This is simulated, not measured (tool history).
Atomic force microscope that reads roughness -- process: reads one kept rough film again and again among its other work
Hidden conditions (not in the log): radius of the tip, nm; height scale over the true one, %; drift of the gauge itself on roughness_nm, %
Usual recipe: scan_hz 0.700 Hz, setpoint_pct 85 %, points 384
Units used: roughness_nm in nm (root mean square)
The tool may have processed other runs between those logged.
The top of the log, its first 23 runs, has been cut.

run	day	scan_hz	setpoint_pct	points	pictures with this tip	hours of work since the height scale was calibrated	roughness_nm
# day 32.238: new tip fitted
24	32.562	1.102	85	384	15	346	1.555
# day 34.129: new tip fitted
25	34.571	1.102	85	384	19	372	1.506
26	35.412	1.102	85	384	57	384	1.279
# day 35.979: new tip fitted
27	37.129	0.796	60	735	52	406	1.502
# day 37.829: new tip fitted
28	38.267	0.796	60	735	20	421	1.729
29	39.308	1.338	58	959	67	435	1.405
# day 39.750: new tip fitted
30	40.275	1.338	58	959	24	448	1.677
31	41.150	1.338	71	959	63	459	1.359
# day 41.671: new tip fitted
32	42.188	0.700	85	345	23	473	1.598
33	43.079	1.577	55	615	63	485	1.459
# day 43.529: new tip fitted
34	44.629	1.577	55	615	50	505	1.508
# day 45.329: new tip fitted
35	46.388	3.861	80	447	47	528	1.113
# day 47.212: new tip fitted
36	47.862	3.861	76	608	29	548	1.261
# day 49.046: new tip fitted
37	49.188	3.861	76	608	7	565	1.409
38	50.562	0.615	76	680	69	584	1.369
# day 50.892: new tip fitted
39	52.000	1.315	76	680	50	603	1.427
# day 52.792: new tip fitted
40	53.008	1.315	76	680	10	616	1.668
41	53.900	3.032	61	682	50	628	1.401
# day 54.662: new tip fitted
42	54.879	3.032	61	682	10	641	1.705
43	55.779	3.032	61	682	51	653	1.405
# day 56.558: new tip fitted
44	57.400	0.700	62	322	38	674	1.582
# day 58.408: new tip fitted
45	58.433	0.572	57	308	2	687	1.883
46	59.400	0.570	61	384	45	700	1.579
# day 60.312: new tip fitted
47	61.075	0.570	61	384	35	722	1.617

The next listed run, before its measurement:
48	61.962	0.815	85	591	75	734	?

roughness_nm: 1.262 nm (root mean square)
Minus the tool's unlogged condition, the same run would have read roughness_nm 1.759 nm (root mean square).
